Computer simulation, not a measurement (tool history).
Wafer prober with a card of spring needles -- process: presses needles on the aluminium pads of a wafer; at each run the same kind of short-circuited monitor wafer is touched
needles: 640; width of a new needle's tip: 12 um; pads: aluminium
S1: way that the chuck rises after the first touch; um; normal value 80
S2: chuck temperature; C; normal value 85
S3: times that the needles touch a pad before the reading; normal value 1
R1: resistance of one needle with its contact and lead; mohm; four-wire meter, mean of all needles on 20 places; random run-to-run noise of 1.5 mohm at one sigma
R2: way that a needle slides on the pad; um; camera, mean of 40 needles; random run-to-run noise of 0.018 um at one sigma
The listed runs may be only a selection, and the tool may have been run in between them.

run	hour	S1	S2	S3	R1	R2
1	0	80	85	1	137	11.11
# hour 12.9: tips cleaned on abrasive film
# hour 28.8: tips cleaned on abrasive film
2	30.4	80	85	1	138	11.12
# hour 43: tips cleaned on abrasive film
# hour 59.6: tips cleaned on abrasive film
3	62.1	80	85	1	139	11.1
# hour 75.4: tips cleaned on abrasive film
# hour 91.4: tips cleaned on abrasive film
# hour 106.9: tips cleaned on abrasive film
4	107.6	80	85	1	138	11.14
# hour 120.6: tips cleaned on abrasive film
# hour 136.6: tips cleaned on abrasive film
5	137.4	80	85	1	137	11.1
# hour 153: tips cleaned on abrasive film
# hour 169.7: tips cleaned on abrasive film
6	176.3	80	85	1	137	11.09
# hour 186: tips cleaned on abrasive film
# hour 201.3: tips cleaned on abrasive film
# hour 214.6: tips cleaned on abrasive film
7	216.7	80	85	1	139	11.11
# hour 230: tips cleaned on abrasive film
# hour 239.5: height of the first contact set anew
# hour 246.1: tips cleaned on abrasive film
# hour 261.1: tips cleaned on abrasive film
8	264.2	80	30	1	131	11.12
# hour 277.6: tips cleaned on abrasive film
# hour 291: tips cleaned on abrasive film
# hour 307: tips cleaned on abrasive film
9	315.6	80	30	1	129	11.09
# hour 322.3: tips cleaned on abrasive film
# hour 338.4: tips cleaned on abrasive film
# hour 355.1: tips cleaned on abrasive film
# hour 369.5: tips cleaned on abrasive film
10	369.5	80	42	1	129	11.13
# hour 385.6: tips cleaned on abrasive film
# hour 401.6: tips cleaned on abrasive film
11	414.9	80	37	2	130	11.11
# hour 417.8: tips cleaned on abrasive film
# hour 434.1: tips cleaned on abrasive film
# hour 447.5: tips cleaned on abrasive film
12	454.1	80	85	1	138	11.11
# hour 463.5: tips cleaned on abrasive film
# hour 476.9: tips cleaned on abrasive film
# hour 492.9: tips cleaned on abrasive film
# hour 507.2: tips cleaned on abrasive film
13	513.5	80	88	1	138	11.11
# hour 523.6: tips cleaned on abrasive film
# hour 538.6: tips cleaned on abrasive film
14	538.6	71	70	1	135	9.83
# hour 554.4: tips cleaned on abrasive film
# hour 561.3: height of the first contact set anew
15	562.9	71	70	1	134	9.81
# hour 569.6: tips cleaned on abrasive film
# hour 584.6: tips cleaned on abrasive film
16	594.8	77	35	2	128	10.71
# hour 598.2: tips cleaned on abrasive film
# hour 614: tips cleaned on abrasive film
# hour 629.6: tips cleaned on abrasive film
17	636.1	77	35	2	129	10.7
# hour 646.1: tips cleaned on abrasive film
# hour 661.6: tips cleaned on abrasive film
18	661.6	73	82	1	134	10.14

What if the next run were any one of these 5? Each begins from the tool's condition after run 18:
# hour 675: tips cleaned on abrasive film
# hour 690.3: tips cleaned on abrasive film
A	692.8	73	38	3	?	?
# hour 675: tips cleaned on abrasive film
# hour 690.3: tips cleaned on abrasive film
B	692.8	61	75	1	?	?
# hour 675: tips cleaned on abrasive film
# hour 690.3: tips cleaned on abrasive film
C	692.8	63	26	1	?	?
# hour 675: tips cleaned on abrasive film
# hour 690.3: tips cleaned on abrasive film
D	692.8	99	56	3	?	?
# hour 675: tips cleaned on abrasive film
# hour 690.3: tips cleaned on abrasive film
E	692.8	88	36	2	?	?

run	R1	R2
A	129	10.15
B	137	8.47
C	128	8.76
D	134	13.71
E	127	12.2
The same runs, with their run-to-run variation unchanged, on a tool lacking any hidden condition would have given:
run	R1	R2
A	128	10.16
B	137	8.47
C	128	8.76
D	134	13.71
E	127	12.2
